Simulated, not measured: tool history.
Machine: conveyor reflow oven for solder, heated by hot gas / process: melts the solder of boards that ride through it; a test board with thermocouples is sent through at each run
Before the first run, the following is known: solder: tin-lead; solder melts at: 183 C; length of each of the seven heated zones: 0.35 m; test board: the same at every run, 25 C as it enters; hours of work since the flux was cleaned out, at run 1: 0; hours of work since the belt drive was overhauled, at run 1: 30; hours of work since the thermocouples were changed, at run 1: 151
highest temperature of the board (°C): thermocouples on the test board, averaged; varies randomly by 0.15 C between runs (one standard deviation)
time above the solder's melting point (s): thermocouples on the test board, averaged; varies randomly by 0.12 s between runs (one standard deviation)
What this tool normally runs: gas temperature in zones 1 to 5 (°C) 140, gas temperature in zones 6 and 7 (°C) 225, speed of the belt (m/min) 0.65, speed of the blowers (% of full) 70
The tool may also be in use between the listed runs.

run   hour  gas temperature in zones 1 to 5 (°C)  gas temperature in zones 6 and 7 (°C)  speed of the belt (m/min)  speed of the blowers (% of full)  hours of work since the flux was cleaned out  hours of work since the belt drive was overhauled  hours of work since the thermocouples were changed  highest temperature of the board (°C)  time above the solder's melting point (s)
  1      0                                   140                                    225                       0.65                                70                                             0                                                 30                                                 151                                  209.3                                       43.2
  2      8                                   140                                    225                       0.65                                70                                             6                                                 36                                                 157                                  209.6                                       43.2
  3   15.7                                   140                                    225                       0.65                                70                                            12                                                 41                                                 163                                  209.5                                       43.1
  4   23.8                                   140                                    225                       0.65                                70                                            18                                                 47                                                 169                                  209.1                                       43.3
  5   32.1                                   140                                    225                       0.65                                70                                            24                                                 53                                                 175                                  209.2                                       43.2
  6   39.8                                   140                                    233                       0.65                                70                                            29                                                 59                                                 180                                  216.2                                       48.4
  7   50.4                                   140                                    225                       0.65                                70                                            37                                                 67                                                 188                                    209                                       43.2
  8   63.8                                   140                                    225                       0.65                                70                                            47                                                 77                                                 198                                  209.1                                         43
  9   77.3                                   126                                    225                      0.536                                70                                            57                                                 87                                                 208                                  212.4                                       52.3
      83.3  -- flux residue cleaned out of gas plates and filters
 10   90.6                                   126                                    225                      0.536                                70                                             5                                                 93                                                 214                                  212.1                                         52
 11  102.7                                   140                                    225                      0.697                                70                                            14                                                102                                                 223                                    207                                       37.8
 12  110.8                                   140                                    225                      0.697                                70                                            20                                                108                                                 229                                  206.7                                       37.5
 13  123.1                                   140                                    219                      0.528                                80                                            29                                                117                                                 238                                  209.8                                       56.5

Consider 3 possible next runs. They are alternatives, not a sequence: every one starts from the tool as it was left by run 13. What does each give?
  A  131.5                                   154                                    225                      0.606                                74                                            36                                                123                                                 245                                      ?                                          ?
  B  131.5                                   140                                    219                      0.528                                60                                            36                                                123                                                 245                                      ?                                          ?
  C  131.5                                   140                                    225                       0.65                                62                                            36                                                123                                                 245                                      ?                                          ?

run  highest temperature of the board (°C)  time above the solder's melting point (s)
  A                                  213.7                                       55.8
  B                                  207.3                                       52.7
  C                                  207.4                                       40.9
What these runs would have given with no unlogged condition in the tool:
run  highest temperature of the board (°C)  time above the solder's melting point (s)
  A                                  214.6                                       56.5
  B                                  208.2                                       53.8
  C                                  208.5                                       41.9

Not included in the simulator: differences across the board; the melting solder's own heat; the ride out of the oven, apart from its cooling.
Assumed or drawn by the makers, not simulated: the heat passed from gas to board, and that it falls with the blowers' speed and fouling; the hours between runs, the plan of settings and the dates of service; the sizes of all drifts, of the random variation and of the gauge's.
